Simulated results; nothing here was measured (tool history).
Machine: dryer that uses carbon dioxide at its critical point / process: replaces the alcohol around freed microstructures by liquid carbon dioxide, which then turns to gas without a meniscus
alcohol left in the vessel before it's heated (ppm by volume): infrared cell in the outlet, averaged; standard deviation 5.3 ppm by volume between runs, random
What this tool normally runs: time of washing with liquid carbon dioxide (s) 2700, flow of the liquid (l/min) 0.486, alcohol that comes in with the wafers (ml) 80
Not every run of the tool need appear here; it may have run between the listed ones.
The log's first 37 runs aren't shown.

run,hour,time of washing with liquid carbon dioxide (s),flow of the liquid (l/min),alcohol that comes in with the wafers (ml),hours of work since the filter was changed,hours of work since the purifier's bed was changed,alcohol left in the vessel before it's heated (ppm by volume)
38,886.8,2700,0.781,62,22,510,28
39,914.0,2940,0.739,40,36,525,33
40,929.1,2940,0.739,40,44,532,28
41,946.4,2400,0.696,110,53,541,84
42,963.5,2820,0.613,41,62,550,38
43,991.2,2820,0.613,41,76,565,39
44,1020.2,2040,0.596,90,91,580,332
45,1038.2,1740,0.372,110,101,589,2716
46,1065.7,1740,0.372,110,115,604,2801

Consider 5 possible next runs. They are alternatives, not a sequence: every one starts from the tool as it was left by run 46. What does each give?
A,1085.7,3540,0.486,49,125,614,?
B,1085.7,2040,0.676,80,125,614,?
C,1085.7,3600,0.372,110,125,614,?
D,1085.7,2580,0.359,25,125,614,?
E,1085.7,1740,0.451,54,125,614,?

run,alcohol left in the vessel before it's heated (ppm by volume)
A,61
B,214
C,272
D,271
E,899
Take away the tool's hidden state, keep each run's random variation, and the runs would have read:
run,alcohol left in the vessel before it's heated (ppm by volume)
A,23
B,111
C,144
D,168
E,629
